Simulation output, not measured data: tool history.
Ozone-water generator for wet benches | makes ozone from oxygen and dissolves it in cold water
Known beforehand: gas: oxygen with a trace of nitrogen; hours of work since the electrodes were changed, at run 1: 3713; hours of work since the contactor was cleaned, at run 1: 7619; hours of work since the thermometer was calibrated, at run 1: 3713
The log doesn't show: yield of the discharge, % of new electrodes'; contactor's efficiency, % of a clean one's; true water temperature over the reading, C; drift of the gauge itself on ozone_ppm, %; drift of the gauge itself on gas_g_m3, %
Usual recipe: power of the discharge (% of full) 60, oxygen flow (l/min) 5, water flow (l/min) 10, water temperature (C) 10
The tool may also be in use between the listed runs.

run   hour  power of the discharge (% of full)  oxygen flow (l/min)  water flow (l/min)  water temperature (C)  hours of work since the electrodes were changed  hours of work since the contactor was cleaned  hours of work since the thermometer was calibrated  dissolved ozone (ppm)  ozone in the gas ahead of the water (g/m3)
  1      0                                  60                    5                  10                     10                                             3713                                           7619                                                3713                   25.3                                       147.1
  2   45.8                                  60                    5                  10                     10                                             3754                                           7660                                                3754                     25                                       145.8
  3  139.1                                  60                    5                   6                     10                                             3839                                           7745                                                3839                   33.6                                         145
  4  206.1                                  60                    5                   6                     10                                             3900                                           7806                                                3900                   33.6                                       146.5
     219.9  -- contactor cleaned
     220.4  -- water thermometer calibrated
  5  257.5                                  60                    5                   6                     10                                             3942                                             34                                                  34                   33.1                                       146.4
  6  354.9                                  60                    5                  10                     13                                             4031                                            122                                                 122                   23.1                                       146.2
  7  454.1                                  72                 4.21                   8                      9                                             4121                                            212                                                 212                   32.3                                       177.2
  8  499.5                                  60                    5                   7                     10                                             4162                                            253                                                 253                   30.4                                       145.4
  9  609.2                                  60                  2.5                  10                     10                                             4262                                            353                                                 353                   22.3                                       191.8
 10  690.8                                  73                  2.5                   9                     10                                             4336                                            427                                                 427                   27.6                                       217.6
 11  803.2                                  73                  2.5                   9                     10                                             4438                                            529                                                 529                   27.8                                       219.1

Below, each run's measurement less what the same run would have read without the hidden state. Both values contain the same run-to-run variation, but the gauge's scatter may not be the same in both:
run  dissolved ozone (ppm)  ozone in the gas ahead of the water (g/m3)
  1                   -2.3                                        -6.5
  2                   -2.3                                        -6.5
  3                   -2.8                                        -6.6
  4                   -2.8                                        -6.8
  5                   -3.3                                        -6.9
  6                   -2.7                                          -7
  7                   -3.9                                        -9.9
  8                   -3.3                                        -7.2
  9                   -2.7                                        -9.7
 10                   -3.5                                       -12.9
 11                   -3.6                                       -13.3
